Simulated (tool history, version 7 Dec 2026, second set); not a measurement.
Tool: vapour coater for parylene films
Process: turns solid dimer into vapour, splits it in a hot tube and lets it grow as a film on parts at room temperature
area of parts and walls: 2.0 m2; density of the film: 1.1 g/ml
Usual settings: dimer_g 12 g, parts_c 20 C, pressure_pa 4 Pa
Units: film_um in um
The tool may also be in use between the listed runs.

{"run": 1, "hour": 0.0, "dimer_g": 12, "parts_c": 20, "pressure_pa": 4, "film_um": 2.66}
{"run": 2, "hour": 23.4, "dimer_g": 12, "parts_c": 20, "pressure_pa": 6.18, "film_um": 2.57}
{"run": 3, "hour": 38.6, "dimer_g": 12, "parts_c": 20, "pressure_pa": 8.37, "film_um": 2.56}
{"run": 4, "hour": 54.3, "dimer_g": 12, "parts_c": 20, "pressure_pa": 8.37, "film_um": 2.54}
{"run": 5, "hour": 78.0, "dimer_g": 12, "parts_c": 20, "pressure_pa": 8.37, "film_um": 2.53}
{"run": 6, "hour": 95.9, "dimer_g": 12, "parts_c": 20, "pressure_pa": 4, "film_um": 2.64}
{"hour": 110.0, "done": "trap's valve overhauled"}
{"run": 7, "hour": 114.9, "dimer_g": 12, "parts_c": 20, "pressure_pa": 4, "film_um": 2.81}
{"run": 8, "hour": 138.8, "dimer_g": 12, "parts_c": 20, "pressure_pa": 4, "film_um": 2.79}
{"run": 9, "hour": 158.5, "dimer_g": 12, "parts_c": 20, "pressure_pa": 4, "film_um": 2.77}
{"run": 10, "hour": 175.7, "dimer_g": 12, "parts_c": 20, "pressure_pa": 4, "film_um": 2.76}
{"run": 11, "hour": 199.3, "dimer_g": 20, "parts_c": 20, "pressure_pa": 4, "film_um": 4.57}
{"run": 12, "hour": 220.7, "dimer_g": 12, "parts_c": 30, "pressure_pa": 4, "film_um": 1.75}
{"run": 13, "hour": 232.4, "dimer_g": 12, "parts_c": 20, "pressure_pa": 4, "film_um": 2.73}
{"run": 14, "hour": 247.9, "dimer_g": 12, "parts_c": 20, "pressure_pa": 4.43, "film_um": 2.72}
{"run": 15, "hour": 274.9, "dimer_g": 10, "parts_c": 12, "pressure_pa": 8.55, "film_um": 3.06}

The next listed run, before its measurement:
{"run": 16, "hour": 291.8, "dimer_g": 7, "parts_c": 12, "pressure_pa": 8.55, "film_um": "?"}

film_um: 2.18 um
Without the tool's hidden state the same run would have given film_um 2.26 um.
